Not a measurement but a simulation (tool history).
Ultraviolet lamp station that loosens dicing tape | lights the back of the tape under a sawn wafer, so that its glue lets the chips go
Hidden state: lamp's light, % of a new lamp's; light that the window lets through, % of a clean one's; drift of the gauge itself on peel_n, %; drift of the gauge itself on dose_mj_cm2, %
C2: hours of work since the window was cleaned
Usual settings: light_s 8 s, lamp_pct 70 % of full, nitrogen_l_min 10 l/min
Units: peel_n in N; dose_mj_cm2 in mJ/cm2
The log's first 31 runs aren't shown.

{"run": 32, "hour": 1495.4, "light_s": 10, "lamp_pct": 71, "nitrogen_l_min": 10, "hours of work of the lamp": 630, "C2": 363, "peel_n": 0.407, "dose_mj_cm2": 329}
{"run": 33, "hour": 1539.7, "light_s": 6, "lamp_pct": 67, "nitrogen_l_min": 6, "hours of work of the lamp": 648, "C2": 381, "peel_n": 1.591, "dose_mj_cm2": 184}
{"run": 34, "hour": 1577.5, "light_s": 6, "lamp_pct": 67, "nitrogen_l_min": 3, "hours of work of the lamp": 663, "C2": 396, "peel_n": 2.151, "dose_mj_cm2": 185}
{"run": 35, "hour": 1616.9, "light_s": 13, "lamp_pct": 68, "nitrogen_l_min": 6, "hours of work of the lamp": 680, "C2": 413, "peel_n": 0.392, "dose_mj_cm2": 411}
{"run": 36, "hour": 1667.4, "light_s": 8, "lamp_pct": 69, "nitrogen_l_min": 19, "hours of work of the lamp": 700, "C2": 433, "peel_n": 0.454, "dose_mj_cm2": 251}
{"run": 37, "hour": 1726.7, "light_s": 8, "lamp_pct": 69, "nitrogen_l_min": 19, "hours of work of the lamp": 725, "C2": 458, "peel_n": 0.487, "dose_mj_cm2": 252}
{"run": 38, "hour": 1759.9, "light_s": 8, "lamp_pct": 70, "nitrogen_l_min": 13, "hours of work of the lamp": 738, "C2": 471, "peel_n": 0.598, "dose_mj_cm2": 258}
{"run": 39, "hour": 1815.4, "light_s": 6, "lamp_pct": 95, "nitrogen_l_min": 4, "hours of work of the lamp": 761, "C2": 494, "peel_n": 1.217, "dose_mj_cm2": 259}
{"run": 40, "hour": 1860.0, "light_s": 8, "lamp_pct": 69, "nitrogen_l_min": 8, "hours of work of the lamp": 779, "C2": 512, "peel_n": 0.837, "dose_mj_cm2": 249}
{"run": 41, "hour": 1916.5, "light_s": 8, "lamp_pct": 69, "nitrogen_l_min": 8, "hours of work of the lamp": 802, "C2": 536, "peel_n": 0.886, "dose_mj_cm2": 246}
{"run": 42, "hour": 1945.5, "light_s": 8, "lamp_pct": 96, "nitrogen_l_min": 11, "hours of work of the lamp": 814, "C2": 547, "peel_n": 0.359, "dose_mj_cm2": 341}
{"run": 43, "hour": 1972.3, "light_s": 5, "lamp_pct": 60, "nitrogen_l_min": 4, "hours of work of the lamp": 825, "C2": 558, "peel_n": 2.633, "dose_mj_cm2": 133}

Forecast each of these 3 alternatives for the next run:
{"run": "A", "hour": 2024.0, "light_s": 5, "lamp_pct": 79, "nitrogen_l_min": 10, "hours of work of the lamp": 847, "C2": 580, "peel_n": "?", "dose_mj_cm2": "?"}
{"run": "B", "hour": 2024.0, "light_s": 12, "lamp_pct": 61, "nitrogen_l_min": 6, "hours of work of the lamp": 847, "C2": 580, "peel_n": "?", "dose_mj_cm2": "?"}
{"run": "C", "hour": 2024.0, "light_s": 7, "lamp_pct": 68, "nitrogen_l_min": 10, "hours of work of the lamp": 847, "C2": 580, "peel_n": "?", "dose_mj_cm2": "?"}

run=A peel_n=1.324 dose_mj_cm2=178
run=B peel_n=0.632 dose_mj_cm2=319
run=C peel_n=1.004 dose_mj_cm2=210
Without the tool's hidden state the same runs would have given:
run=A peel_n=0.945 dose_mj_cm2=220
run=B peel_n=0.394 dose_mj_cm2=396
run=C peel_n=0.676 dose_mj_cm2=259
